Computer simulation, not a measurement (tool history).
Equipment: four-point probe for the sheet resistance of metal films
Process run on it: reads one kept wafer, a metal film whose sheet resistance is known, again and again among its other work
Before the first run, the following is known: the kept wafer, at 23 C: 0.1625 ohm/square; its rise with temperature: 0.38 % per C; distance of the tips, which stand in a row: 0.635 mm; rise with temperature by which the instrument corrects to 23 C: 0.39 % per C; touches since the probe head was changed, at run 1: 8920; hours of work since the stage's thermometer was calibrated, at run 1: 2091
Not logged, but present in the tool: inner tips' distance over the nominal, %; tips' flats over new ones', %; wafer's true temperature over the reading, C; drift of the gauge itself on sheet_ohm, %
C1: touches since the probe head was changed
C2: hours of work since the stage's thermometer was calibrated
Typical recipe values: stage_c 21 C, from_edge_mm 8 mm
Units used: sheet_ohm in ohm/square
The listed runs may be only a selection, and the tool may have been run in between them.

{"run": 1, "hour": 0.0, "stage_c": 21, "from_edge_mm": 8, "C1": 8920, "C2": 2091, "sheet_ohm": 0.163036}
{"run": 2, "hour": 11.9, "stage_c": 34, "from_edge_mm": 8, "C1": 9102, "C2": 2096, "sheet_ohm": 0.162968}
{"run": 3, "hour": 28.7, "stage_c": 21, "from_edge_mm": 8, "C1": 9360, "C2": 2104, "sheet_ohm": 0.16315}
{"run": 4, "hour": 49.8, "stage_c": 21, "from_edge_mm": 8, "C1": 9686, "C2": 2113, "sheet_ohm": 0.163063}
{"run": 5, "hour": 66.2, "stage_c": 21, "from_edge_mm": 8, "C1": 9938, "C2": 2120, "sheet_ohm": 0.163059}
{"run": 6, "hour": 87.6, "stage_c": 21, "from_edge_mm": 8, "C1": 10267, "C2": 2129, "sheet_ohm": 0.163068}
{"run": 7, "hour": 106.9, "stage_c": 21, "from_edge_mm": 8, "C1": 10564, "C2": 2138, "sheet_ohm": 0.163021}
{"run": 8, "hour": 117.7, "stage_c": 21, "from_edge_mm": 8, "C1": 10730, "C2": 2142, "sheet_ohm": 0.163131}
{"run": 9, "hour": 137.6, "stage_c": 20, "from_edge_mm": 19, "C1": 11036, "C2": 2151, "sheet_ohm": 0.162648}
{"run": 10, "hour": 146.9, "stage_c": 20, "from_edge_mm": 19, "C1": 11179, "C2": 2155, "sheet_ohm": 0.162607}
{"run": 11, "hour": 164.7, "stage_c": 22, "from_edge_mm": 38, "C1": 11453, "C2": 2163, "sheet_ohm": 0.162548}
{"run": 12, "hour": 186.7, "stage_c": 34, "from_edge_mm": 24, "C1": 11792, "C2": 2172, "sheet_ohm": 0.162434}
{"run": 13, "hour": 206.7, "stage_c": 34, "from_edge_mm": 17, "C1": 12099, "C2": 2181, "sheet_ohm": 0.162447}
{"run": 14, "hour": 222.6, "stage_c": 34, "from_edge_mm": 48, "C1": 12343, "C2": 2188, "sheet_ohm": 0.162354}
{"run": 15, "hour": 239.1, "stage_c": 34, "from_edge_mm": 48, "C1": 12597, "C2": 2195, "sheet_ohm": 0.162344}
{"run": 16, "hour": 260.3, "stage_c": 29, "from_edge_mm": 48, "C1": 12924, "C2": 2204, "sheet_ohm": 0.162472}

3 options for the next run, each taken on its own from the tool as it stands now. Forecast them:
{"run": "A", "hour": 282.4, "stage_c": 27, "from_edge_mm": 6, "C1": 13264, "C2": 2214, "sheet_ohm": "?"}
{"run": "B", "hour": 282.4, "stage_c": 21, "from_edge_mm": 13, "C1": 13264, "C2": 2214, "sheet_ohm": "?"}
{"run": "C", "hour": 282.4, "stage_c": 25, "from_edge_mm": 15, "C1": 13264, "C2": 2214, "sheet_ohm": "?"}

run=A sheet_ohm=0.163348
run=B sheet_ohm=0.162712
run=C sheet_ohm=0.162629
Take away the tool's hidden state, keep each run's random variation, and the runs would have read:
run=A sheet_ohm=0.163357
run=B sheet_ohm=0.162721
run=C sheet_ohm=0.162638

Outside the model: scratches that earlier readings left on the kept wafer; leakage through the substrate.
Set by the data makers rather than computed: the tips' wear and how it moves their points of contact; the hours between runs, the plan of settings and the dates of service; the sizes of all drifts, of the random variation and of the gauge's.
